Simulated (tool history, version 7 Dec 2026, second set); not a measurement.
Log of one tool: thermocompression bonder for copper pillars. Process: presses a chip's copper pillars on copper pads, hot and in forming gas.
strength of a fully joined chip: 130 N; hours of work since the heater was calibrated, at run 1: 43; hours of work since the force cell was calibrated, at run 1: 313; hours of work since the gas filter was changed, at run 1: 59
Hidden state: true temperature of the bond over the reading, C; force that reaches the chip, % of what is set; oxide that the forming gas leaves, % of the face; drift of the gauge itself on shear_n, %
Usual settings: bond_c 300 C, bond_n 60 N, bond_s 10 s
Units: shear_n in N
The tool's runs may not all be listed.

run,hour,bond_c,bond_n,bond_s,hours of work since the heater was calibrated,hours of work since the force cell was calibrated,hours of work since the gas filter was changed,shear_n
1,0.0,300,60,10,43,313,59,82.2
2,18.4,300,60,10,55,324,71,81.3
3,37.8,300,60,10,67,337,83,81.4
4,49.4,300,60,10,74,344,91,80.7
5,59.8,300,60,10,81,351,97,80.0
6,73.9,312,60,10,90,359,106,88.6
7,85.4,312,60,10,97,367,113,88.0
8,102.5,300,42,10,108,378,124,60.2
9,116.3,300,60,10,117,386,133,80.5
10,127.3,300,60,10,124,393,140,81.4
11,137.8,300,60,10,130,400,147,80.3
12,152.6,300,60,10,140,409,156,81.3
13,172.7,300,60,10,153,422,169,80.2
14,189.4,300,60,10,163,433,179,80.3
15,199.7,305,69,10,170,439,186,91.3
16,213.5,291,39,11,178,448,195,52.5

Run 17 comes next. What will it give?
17,231.7,291,39,11,190,459,206,?

{"run 17": {"shear_n": 53.4}}
Without the tool's hidden state the same run would have given shear_n 54.2 N.

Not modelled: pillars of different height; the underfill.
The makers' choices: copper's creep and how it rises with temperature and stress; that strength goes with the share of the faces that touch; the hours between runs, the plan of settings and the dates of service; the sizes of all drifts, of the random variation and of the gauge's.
